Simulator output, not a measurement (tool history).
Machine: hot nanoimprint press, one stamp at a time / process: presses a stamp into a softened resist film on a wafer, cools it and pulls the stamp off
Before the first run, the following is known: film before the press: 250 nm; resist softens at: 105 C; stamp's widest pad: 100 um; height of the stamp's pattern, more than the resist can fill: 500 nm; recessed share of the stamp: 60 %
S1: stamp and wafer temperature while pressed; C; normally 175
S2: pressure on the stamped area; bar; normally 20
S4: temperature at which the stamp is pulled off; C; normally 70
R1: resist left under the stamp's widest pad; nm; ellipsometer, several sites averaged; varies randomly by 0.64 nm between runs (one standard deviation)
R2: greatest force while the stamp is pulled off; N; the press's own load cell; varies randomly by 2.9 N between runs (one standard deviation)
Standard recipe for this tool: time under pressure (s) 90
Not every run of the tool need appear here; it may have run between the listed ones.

Run 1, hour 0: usual settings. Result: R1 119.7 nm, R2 205 N.
Run 2, hour 18.1: usual settings. Result: R1 119.2 nm, R2 207 N.
Run 3, hour 35.1: usual settings but S4 71 C. Result: R1 121.1 nm, R2 196 N.
Run 4, hour 59.7: usual settings but S4 71 C. Result: R1 121.5 nm, R2 202 N.
Run 5, hour 83.5: usual settings but time under pressure (s) 119. Result: R1 110.1 nm, R2 202 N.
Run 6, hour 100.4: usual settings but time under pressure (s) 119. Result: R1 110.5 nm, R2 208 N.
Run 7, hour 124.2: usual settings but time under pressure (s) 119. Result: R1 111.3 nm, R2 201 N.
Run 8, hour 147.6: usual settings but time under pressure (s) 119. Result: R1 110.7 nm, R2 203 N.
Run 9, hour 168.6: usual settings but S4 67 C. Result: R1 122.2 nm, R2 217 N.
Run 10, hour 193.6: usual settings. Result: R1 121.8 nm, R2 207 N.
Run 11, hour 206.7: usual settings. Result: R1 122.5 nm, R2 203 N.
Run 12, hour 231.7: usual settings but S2 32 bar. Result: R1 95.2 nm, R2 209 N.
Run 13, hour 255: usual settings but S2 32 bar. Result: R1 95.6 nm, R2 201 N.
At hour 262.4: stamp cleaned and given a new release coat.
Run 14, hour 276: usual settings but S2 32 bar. Result: R1 95.6 nm, R2 202 N.
Run 15, hour 289.7: usual settings but S2 32 bar. Result: R1 95.3 nm, R2 200 N.
Run 16, hour 303.1: usual settings but S1 172 C, S2 25.7 bar, S4 55 C. Result: R1 118.9 nm, R2 263 N.
Run 17, hour 327.7: usual settings but S1 172 C, S2 25.7 bar, time under pressure (s) 96, S4 55 C. Result: R1 115.9 nm, R2 254 N.
Run 18, hour 346.4: usual settings but S1 172 C, S2 13.4 bar, time under pressure (s) 61, S4 77 C. Result: R1 178 nm, R2 183 N.
Run 19, hour 366.5: usual settings but S1 177 C, S2 24.6 bar, time under pressure (s) 61, S4 59 C. Result: R1 118.2 nm, R2 245 N.
Run 20, hour 381.2: usual settings but S1 184 C, time under pressure (s) 168. Result: R1 74 nm, R2 208 N.
Run 21, hour 392.9: usual settings but S1 184 C, time under pressure (s) 168. Result: R1 74.6 nm, R2 203 N.
At hour 404.5: gauge calibrated.
Run 22, hour 411.6: usual settings but S1 184 C, time under pressure (s) 168. Result: R1 73.2 nm, R2 200 N.
Run 23, hour 433.9: usual settings but S1 184 C, S2 16.1 bar, time under pressure (s) 168. Result: R1 83.1 nm, R2 202 N.
Run 24, hour 455.6: usual settings but S1 187 C, S2 13.3 bar, time under pressure (s) 168. Result: R1 85.2 nm, R2 203 N.
Run 25, hour 467.4: usual settings but S1 187 C, S2 13.3 bar, time under pressure (s) 168. Result: R1 85.4 nm, R2 201 N.
Run 26, hour 486.9: usual settings but S1 163 C, S2 13.3 bar, time under pressure (s) 177. Result: R1 167 nm, R2 206 N.
Run 27, hour 502.8: usual settings but S1 163 C, S2 28.6 bar, time under pressure (s) 56. Result: R1 167.8 nm, R2 202 N.
At hour 524.5: stamp cleaned and given a new release coat.
Run 28, hour 530.4: usual settings but S2 13.9 bar, time under pressure (s) 62, S4 60 C. Result: R1 161.2 nm, R2 239 N.
Run 29, hour 542.6: usual settings but S2 13.9 bar, time under pressure (s) 62, S4 60 C. Result: R1 160.7 nm, R2 239 N.
Run 30, hour 566.5: usual settings but S1 174 C, S4 56 C. Result: R1 125.9 nm, R2 254 N.

Alternative continuations, all from the tool just after run 30; predict every row:
Run A, hour 578.2: usual settings but S1 179 C, S4 68 C. Result: R1 ?, R2 ?.
Run B, hour 578.2: usual settings but S2 21.2 bar, time under pressure (s) 175, S4 71 C. Result: R1 ?, R2 ?.
Run C, hour 578.2: usual settings but time under pressure (s) 139. Result: R1 ?, R2 ?.
Run D, hour 578.2: usual settings but S1 174 C, time under pressure (s) 85, S4 56 C. Result: R1 ?, R2 ?.

run     R1   R2
  A  108.9  208
  B   93.5  193
  C  104.5  206
  D  128.2  248
Without the tool's unlogged condition, the same runs would have read:
run     R1   R2
  A  107.4  207
  B   92.2  193
  C  103.1  205
  D  126.4  247

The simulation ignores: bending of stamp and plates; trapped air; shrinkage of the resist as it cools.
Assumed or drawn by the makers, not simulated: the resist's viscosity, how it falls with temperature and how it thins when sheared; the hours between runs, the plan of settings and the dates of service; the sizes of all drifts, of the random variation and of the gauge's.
